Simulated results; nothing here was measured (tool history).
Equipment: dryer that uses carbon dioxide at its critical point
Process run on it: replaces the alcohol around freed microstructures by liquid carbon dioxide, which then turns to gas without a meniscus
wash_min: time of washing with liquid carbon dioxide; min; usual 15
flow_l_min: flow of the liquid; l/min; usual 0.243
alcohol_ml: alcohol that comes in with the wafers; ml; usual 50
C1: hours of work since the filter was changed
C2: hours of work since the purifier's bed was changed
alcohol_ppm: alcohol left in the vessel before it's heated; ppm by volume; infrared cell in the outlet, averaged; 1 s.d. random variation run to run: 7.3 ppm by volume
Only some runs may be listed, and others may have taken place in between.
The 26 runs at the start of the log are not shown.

Run 27, hour 180.4: usual settings but wash_min 12 min, flow_l_min 0.166 l/min, alcohol_ml 35 ml; C1 216; C2 106. Result: alcohol_ppm 4044 ppm by volume.
Run 28, hour 184.7: usual settings but wash_min 12 min, flow_l_min 0.166 l/min, alcohol_ml 35 ml; C1 218; C2 108. Result: alcohol_ppm 4003 ppm by volume.
Run 29, hour 194.3: usual settings but flow_l_min 0.375 l/min; C1 221; C2 112. Result: alcohol_ppm 75 ppm by volume.
Run 30, hour 203.6: usual settings but flow_l_min 0.375 l/min; C1 225; C2 115. Result: alcohol_ppm 71 ppm by volume.
Run 31, hour 210.9: usual settings but flow_l_min 0.375 l/min; C1 227; C2 118. Result: alcohol_ppm 73 ppm by volume.
Run 32, hour 218.7: usual settings but flow_l_min 0.375 l/min; C1 230; C2 120. Result: alcohol_ppm 74 ppm by volume.
Run 33, hour 224.3: usual settings but wash_min 21 min; C1 232; C2 123. Result: alcohol_ppm 112 ppm by volume.
Run 34, hour 229.1: usual settings but wash_min 21 min, flow_l_min 0.315 l/min, alcohol_ml 24 ml; C1 234; C2 124. Result: alcohol_ppm 55 ppm by volume.
Run 35, hour 238.9: usual settings but wash_min 21 min, flow_l_min 0.315 l/min, alcohol_ml 24 ml; C1 237; C2 128. Result: alcohol_ppm 54 ppm by volume.
Run 36, hour 248.6: usual settings but wash_min 24 min, flow_l_min 0.185 l/min, alcohol_ml 43 ml; C1 241; C2 131. Result: alcohol_ppm 200 ppm by volume.
Run 37, hour 256.1: usual settings but wash_min 13 min; C1 244; C2 134. Result: alcohol_ppm 1045 ppm by volume.
Run 38, hour 264.7: usual settings but wash_min 12 min, flow_l_min 0.192 l/min, alcohol_ml 101 ml; C1 247; C2 137. Result: alcohol_ppm 7388 ppm by volume.
Run 39, hour 270.0: usual settings but wash_min 12 min, alcohol_ml 98 ml; C1 249; C2 139. Result: alcohol_ppm 2906 ppm by volume.
Run 40, hour 279.8: usual settings but wash_min 11 min, flow_l_min 0.266 l/min, alcohol_ml 98 ml; C1 252; C2 143. Result: alcohol_ppm 2847 ppm by volume.
Run 41, hour 287.9: usual settings but alcohol_ml 82 ml; C1 255; C2 146. Result: alcohol_ppm 905 ppm by volume.
Run 42, hour 294.9: usual settings but alcohol_ml 82 ml; C1 258; C2 148. Result: alcohol_ppm 935 ppm by volume.
Run 43, hour 303.2: usual settings but wash_min 12 min, alcohol_ml 49 ml; C1 261; C2 151. Result: alcohol_ppm 1554 ppm by volume.
Run 44, hour 307.8: usual settings but wash_min 12 min, flow_l_min 0.340 l/min, alcohol_ml 32 ml; C1 262; C2 153. Result: alcohol_ppm 223 ppm by volume.
Run 45, hour 312.7: usual settings but wash_min 21 min, flow_l_min 0.254 l/min, alcohol_ml 30 ml; C1 264; C2 155. Result: alcohol_ppm 95 ppm by volume.
Run 46, hour 319.1: usual settings but wash_min 21 min, flow_l_min 0.254 l/min, alcohol_ml 30 ml; C1 267; C2 157. Result: alcohol_ppm 93 ppm by volume.

Forecast each of these 4 alternatives for the next run:
Run A, hour 325.8: usual settings but wash_min 17 min, flow_l_min 0.411 l/min, alcohol_ml 54 ml; C1 269; C2 160. Result: alcohol_ppm ?.
Run B, hour 325.8: usual settings but wash_min 21 min, flow_l_min 0.360 l/min, alcohol_ml 30 ml; C1 269; C2 160. Result: alcohol_ppm ?.
Run C, hour 325.8: usual settings but wash_min 19 min, alcohol_ml 28 ml; C1 269; C2 160. Result: alcohol_ppm ?.
Run D, hour 325.8: usual settings but wash_min 21 min, flow_l_min 0.254 l/min, alcohol_ml 116 ml; C1 269; C2 160. Result: alcohol_ppm ?.

run  alcohol_ppm
  A           74
  B           70
  C          136
  D          170
Without the tool's hidden state the same runs would have given:
run  alcohol_ppm
  A            9
  B            9
  C           44
  D           61

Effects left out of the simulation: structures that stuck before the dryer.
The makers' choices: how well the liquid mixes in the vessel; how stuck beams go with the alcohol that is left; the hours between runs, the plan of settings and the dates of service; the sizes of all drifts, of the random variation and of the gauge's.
